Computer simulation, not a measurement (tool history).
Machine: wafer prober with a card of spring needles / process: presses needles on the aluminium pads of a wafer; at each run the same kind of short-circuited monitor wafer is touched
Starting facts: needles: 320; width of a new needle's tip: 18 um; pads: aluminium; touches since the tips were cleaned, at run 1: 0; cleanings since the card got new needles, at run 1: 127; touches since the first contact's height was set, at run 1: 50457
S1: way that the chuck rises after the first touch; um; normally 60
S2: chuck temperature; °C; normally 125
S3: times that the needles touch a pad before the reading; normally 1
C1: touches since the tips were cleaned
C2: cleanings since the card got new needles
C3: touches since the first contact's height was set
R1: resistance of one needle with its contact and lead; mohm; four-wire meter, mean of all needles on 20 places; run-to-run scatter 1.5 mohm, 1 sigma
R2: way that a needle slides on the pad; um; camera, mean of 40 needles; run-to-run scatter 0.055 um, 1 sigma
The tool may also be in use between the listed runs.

| run | day | S1 | S2 | S3 | C1 | C2 | C3 | R1 | R2 |
|---|---|---|---|---|---|---|---|---|---|
| 1 | 0.000 | 60 | 125 | 1 | 0 | 127 | 50457 | 155 | 12.84 |
|  | 0.512 | tips cleaned on abrasive film |
|  | 1.054 | tips cleaned on abrasive film |
| 2 | 1.054 | 60 | 125 | 1 | 0 | 129 | 60198 | 151 | 12.85 |
|  | 1.588 | tips cleaned on abrasive film |
|  | 2.112 | tips cleaned on abrasive film |
|  | 2.650 | tips cleaned on abrasive film |
| 3 | 2.700 | 60 | 119 | 1 | 460 | 132 | 75448 | 167 | 12.80 |
|  | 3.117 | tips cleaned on abrasive film |
|  | 3.621 | tips cleaned on abrasive film |
| 4 | 3.762 | 60 | 119 | 3 | 1298 | 134 | 85257 | 161 | 12.57 |
|  | 4.096 | tips cleaned on abrasive film |
|  | 4.612 | tips cleaned on abrasive film |
| 5 | 5.071 | 68 | 125 | 1 | 4295 | 136 | 97410 | 216 | 14.45 |
|  | 5.150 | tips cleaned on abrasive film |
|  | 5.658 | tips cleaned on abrasive film |
|  | 6.221 | tips cleaned on abrasive film |
| 6 | 6.479 | 68 | 125 | 1 | 2414 | 139 | 110432 | 199 | 14.40 |
|  | 6.700 | tips cleaned on abrasive film |
|  | 7.208 | tips cleaned on abrasive film |
| 7 | 7.238 | 68 | 125 | 1 | 269 | 141 | 117410 | 159 | 14.36 |
|  | 7.333 | height of the first contact set anew |
|  | 7.717 | tips cleaned on abrasive film |
|  | 8.225 | tips cleaned on abrasive film |
| 8 | 8.342 | 68 | 125 | 1 | 1100 | 143 | 9322 | 172 | 14.96 |
|  | 8.754 | tips cleaned on abrasive film |
|  | 9.229 | tips cleaned on abrasive film |
| 9 | 9.229 | 68 | 125 | 1 | 0 | 145 | 17508 | 152 | 14.83 |
|  | 9.758 | tips cleaned on abrasive film |
|  | 10.292 | tips cleaned on abrasive film |
|  | 10.829 | tips cleaned on abrasive film |
| 10 | 10.833 | 68 | 125 | 1 | 43 | 148 | 32357 | 153 | 14.85 |
|  | 11.308 | tips cleaned on abrasive film |
|  | 11.829 | tips cleaned on abrasive film |
| 11 | 12.250 | 60 | 125 | 1 | 3929 | 150 | 45509 | 236 | 12.94 |
|  | 12.333 | tips cleaned on abrasive film |
|  | 12.838 | tips cleaned on abrasive film |
| 12 | 13.100 | 44 | 125 | 1 | 2430 | 152 | 53352 | 284 | 9.44 |
|  | 13.329 | tips cleaned on abrasive film |
|  | 13.854 | tips cleaned on abrasive film |
|  | 14.388 | tips cleaned on abrasive film |
| 13 | 14.462 | 44 | 125 | 1 | 704 | 155 | 65934 | 211 | 9.29 |
|  | 14.925 | tips cleaned on abrasive film |
|  | 15.483 | tips cleaned on abrasive film |
|  | 15.967 | tips cleaned on abrasive film |
| 14 | 16.133 | 44 | 125 | 1 | 1559 | 158 | 81413 | 243 | 9.29 |
|  | 16.442 | tips cleaned on abrasive film |
|  | 16.975 | tips cleaned on abrasive film |
| 15 | 17.029 | 60 | 68 | 1 | 513 | 160 | 89682 | 165 | 12.76 |
|  | 17.450 | tips cleaned on abrasive film |
|  | 17.979 | tips cleaned on abrasive film |
|  | 18.500 | tips cleaned on abrasive film |
| 16 | 18.500 | 60 | 68 | 1 | 0 | 163 | 103294 | 154 | 12.71 |
|  | 19.008 | tips cleaned on abrasive film |
|  | 19.533 | tips cleaned on abrasive film |
| 17 | 19.596 | 60 | 118 | 2 | 573 | 165 | 113431 | 165 | 12.61 |
|  | 20.067 | tips cleaned on abrasive film |
|  | 20.079 | height of the first contact set anew |
|  | 20.612 | tips cleaned on abrasive film |
| 18 | 20.833 | 60 | 118 | 2 | 2058 | 167 | 6993 | 181 | 13.14 |
|  | 21.154 | tips cleaned on abrasive film |
|  | 21.679 | tips cleaned on abrasive film |
|  | 22.167 | tips cleaned on abrasive film |
| 19 | 22.225 | 60 | 118 | 2 | 524 | 170 | 19845 | 165 | 13.11 |
|  | 22.671 | tips cleaned on abrasive film |
|  | 23.217 | tips cleaned on abrasive film |
| 20 | 23.338 | 60 | 31 | 2 | 1116 | 172 | 30149 | 159 | 12.93 |
|  | 23.750 | tips cleaned on abrasive film |
|  | 24.296 | tips cleaned on abrasive film |
|  | 24.771 | tips cleaned on abrasive film |
| 21 | 25.038 | 44 | 31 | 2 | 2473 | 175 | 45882 | 234 | 9.44 |
|  | 25.308 | tips cleaned on abrasive film |
|  | 25.862 | tips cleaned on abrasive film |
|  | 26.392 | tips cleaned on abrasive film |
| 22 | 26.671 | 58 | 28 | 1 | 2617 | 178 | 61012 | 221 | 12.61 |
|  | 26.904 | tips cleaned on abrasive film |
|  | 27.388 | tips cleaned on abrasive film |
| 23 | 27.825 | 53 | 69 | 2 | 4072 | 180 | 71689 | 217 | 11.37 |
|  | 27.912 | tips cleaned on abrasive film |
|  | 28.467 | tips cleaned on abrasive film |
|  | 28.971 | tips cleaned on abrasive film |
| 24 | 28.996 | 53 | 69 | 2 | 229 | 183 | 82508 | 160 | 11.19 |
|  | 29.538 | tips cleaned on abrasive film |
| 25 | 29.925 | 60 | 113 | 1 | 3606 | 184 | 91124 | 245 | 12.68 |
|  | 30.042 | tips cleaned on abrasive film |
|  | 30.592 | tips cleaned on abrasive film |
|  | 31.100 | tips cleaned on abrasive film |
|  | 31.608 | tips cleaned on abrasive film |
| 26 | 31.621 | 60 | 125 | 2 | 105 | 188 | 106793 | 160 | 12.61 |
|  | 32.138 | tips cleaned on abrasive film |
|  | 32.667 | tips cleaned on abrasive film |
|  | 32.871 | height of the first contact set anew |
|  | 33.158 | tips cleaned on abrasive film |
| 27 | 33.158 | 40 | 76 | 2 | 0 | 191 | 2629 | 169 | 8.82 |
|  | 33.683 | tips cleaned on abrasive film |
|  | 34.225 | tips cleaned on abrasive film |
|  | 34.712 | tips cleaned on abrasive film |
| 28 | 34.804 | 40 | 76 | 2 | 862 | 194 | 17855 | 209 | 8.67 |

Predict each of these 4 candidate next runs independently; none follows another, all start after run 28:
|  | 35.242 | tips cleaned on abrasive film |
|  | 35.725 | tips cleaned on abrasive film |
|  | 36.283 | tips cleaned on abrasive film |
| A | 36.329 | 60 | 32 | 1 | 449 | 197 | 31968 | ? | ? |
|  | 35.242 | tips cleaned on abrasive film |
|  | 35.725 | tips cleaned on abrasive film |
|  | 36.283 | tips cleaned on abrasive film |
| B | 36.329 | 40 | 76 | 1 | 449 | 197 | 31968 | ? | ? |
|  | 35.242 | tips cleaned on abrasive film |
|  | 35.725 | tips cleaned on abrasive film |
|  | 36.283 | tips cleaned on abrasive film |
| C | 36.329 | 51 | 40 | 1 | 449 | 197 | 31968 | ? | ? |
|  | 35.242 | tips cleaned on abrasive film |
|  | 35.725 | tips cleaned on abrasive film |
|  | 36.283 | tips cleaned on abrasive film |
| D | 36.329 | 55 | 39 | 3 | 449 | 197 | 31968 | ? | ? |

| run | R1 | R2 |
|---|---|---|
| A | 162 | 12.96 |
| B | 209 | 8.55 |
| C | 178 | 10.98 |
| D | 150 | 11.87 |
Without the tool's unlogged condition, the same runs would have read:
| run | R1 | R2 |
|---|---|---|
| A | 130 | 13.15 |
| B | 144 | 8.74 |
| C | 134 | 11.17 |
| D | 132 | 12.06 |
